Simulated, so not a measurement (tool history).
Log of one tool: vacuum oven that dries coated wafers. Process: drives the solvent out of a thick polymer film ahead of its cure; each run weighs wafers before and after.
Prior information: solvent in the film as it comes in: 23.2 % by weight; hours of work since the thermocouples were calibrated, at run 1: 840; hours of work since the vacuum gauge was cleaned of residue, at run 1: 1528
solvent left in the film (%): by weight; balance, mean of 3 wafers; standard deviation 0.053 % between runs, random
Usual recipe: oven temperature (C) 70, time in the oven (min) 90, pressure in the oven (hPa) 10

run	day	oven temperature (C)	time in the oven (min)	pressure in the oven (hPa)	hours of work since the thermocouples were calibrated	hours of work since the vacuum gauge was cleaned of residue	solvent left in the film (%)
1	0	70	90	10	840	1528	2.61
2	1.604	70	90	28.3	867	1555	4.07
3	3.067	70	90	10	892	1580	2.66
# day 4.496: oven's thermocouples calibrated
4	4.854	78	90	10	6	1609	0.97
5	6.133	78	90	10	28	1631	0.89
6	8.579	78	90	10	69	1672	1.03
7	11.033	78	90	10	111	1714	1.13
8	12.346	78	90	10	133	1736	1.01
9	13.958	78	90	10	161	1764	1
10	16.008	78	90	10	196	1798	1.07
11	17.267	78	90	10	217	1820	0.99
12	19.171	78	90	10	249	1852	1.11
13	20.458	78	90	10	271	1874	1.07
14	22.375	78	90	10	304	1907	1.09
15	24.092	68	137	10	333	1936	1.88
16	25.612	65	137	7	359	1962	2.53
17	26.712	85	129	7	378	1980	0.61
18	28.817	85	49	10.3	413	2016	0.93
19	30.396	56	111	6.2	440	2043	8.04
20	32.446	70	90	10	475	2078	2.56
21	34.167	70	90	10	504	2107	2.63
22	35.683	57	133	27.1	530	2133	9.11

What does the tool deliver on the next run?
23	37.629	57	133	27.1	563	2166	?

{"run 23": {"solvent left in the film (%)": 9.04}}
With the hidden condition absent and the run-to-run variation left alone, this run would have shown solvent left in the film (%) 7.38.
